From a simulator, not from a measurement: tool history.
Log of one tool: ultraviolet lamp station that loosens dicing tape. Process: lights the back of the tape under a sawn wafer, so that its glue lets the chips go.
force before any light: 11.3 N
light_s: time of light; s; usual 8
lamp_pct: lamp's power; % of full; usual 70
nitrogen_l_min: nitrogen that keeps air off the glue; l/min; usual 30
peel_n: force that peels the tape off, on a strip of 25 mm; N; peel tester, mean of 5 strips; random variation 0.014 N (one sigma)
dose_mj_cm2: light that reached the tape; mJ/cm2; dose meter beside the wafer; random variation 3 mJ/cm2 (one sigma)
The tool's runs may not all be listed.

run    hour  light_s  lamp_pct  nitrogen_l_min  peel_n  dose_mj_cm2
  1       0        8        70              30   1.097          348
  2    39.4        8        70              30   1.146          347
  3    62.9        8        70              30   1.155          339
  4    96.5        8        62              30   1.482          296
  5   116.6        8        62              30   1.465          295
  6   160.4        8        62              30   1.515          288
  7   181.6        8        62              47   1.121          287
  8   222.7        8        62              47   0.897          324
  9   248.3        8        79              47   0.522          412
 10   269.6        8        84              30   0.704          434
 11   294.6        8        84              30   0.683          427
 12   332.2        8        84              30   0.713          424
 13   369.2        8        70              30   1.124          350
 14   403.8        8        70              30   1.095          346
 15     445        8        70              30   1.166          336
 16   488.9        8        70              30   1.185          334
 17   523.2        8        70              30    1.21          335
 18   562.3        8        70              30   1.277          331
 19     596        8        70              20   1.735          321
 20   617.5        8        70              30   1.307          317
 21     648       12        70              30   0.532          471
 22   674.7        4        70              30   3.723          153
 23   695.8        4        93              30   2.667          206
 24     729        7        70              17    2.51          269
 25   755.1        5        86              41   1.854          234
 26   785.3        5        86              41   1.924          234
 27   811.1        8        70              23   1.778          300
 28   850.5        8        70              23   1.844          293
 29     890       15        91              27   0.267          709
 30   926.4       15        91              27   0.288          697
 31     948        6        86              49   1.323          258
 32   978.4        7        70              21    1.48          346
 33  1007.2       11        70              30    0.42          541
 34  1045.7        8        70              15   1.552          396
 35  1087.3        5        70               9   4.158          243
 36  1113.3        5        66              47   1.847          230
 37  1155.6        5        66              36   2.245          225
 38  1183.1        5        66              36   2.274          220
 39  1224.5        8        71              55   0.628          373
 40  1266.3       12        65              15   0.937          507
 41  1303.5       12        65              15   0.962          507
 42  1338.5        5        84              21   1.916          300

Not shown: 3 entries that the log had between the listed runs. Between which runs, and how does the tool's hidden state differ before and after?
Between runs 7 and 8: window cleaned of glue's vapour (hour 215.7)
  lamp's light, % of a new lamp's: 85.2 -> 84.5; light that the window lets through, % of a clean one's: 88.1 -> 99.8
  measured less the result without the state, peel_n: +0.52 -> +0.283 N; dose_mj_cm2: -96 -> -60 mJ/cm2
Between runs 31 and 32: lamp changed (hour 977.1)
  lamp's light, % of a new lamp's: 70.3 -> 99.3; light that the window lets through, % of a clean one's: 92.2 -> 91.9
  measured less the result without the state, peel_n: +0.797 -> +0.239 N; dose_mj_cm2: -141 -> -33 mJ/cm2
Between runs 41 and 42: window cleaned of glue's vapour (hour 1323.5)
  lamp's light, % of a new lamp's: 93.1 -> 92.5; light that the window lets through, % of a clean one's: 88.4 -> 99.4
  measured less the result without the state, peel_n: +0.333 -> +0.26 N; dose_mj_cm2: -108 -> -26 mJ/cm2
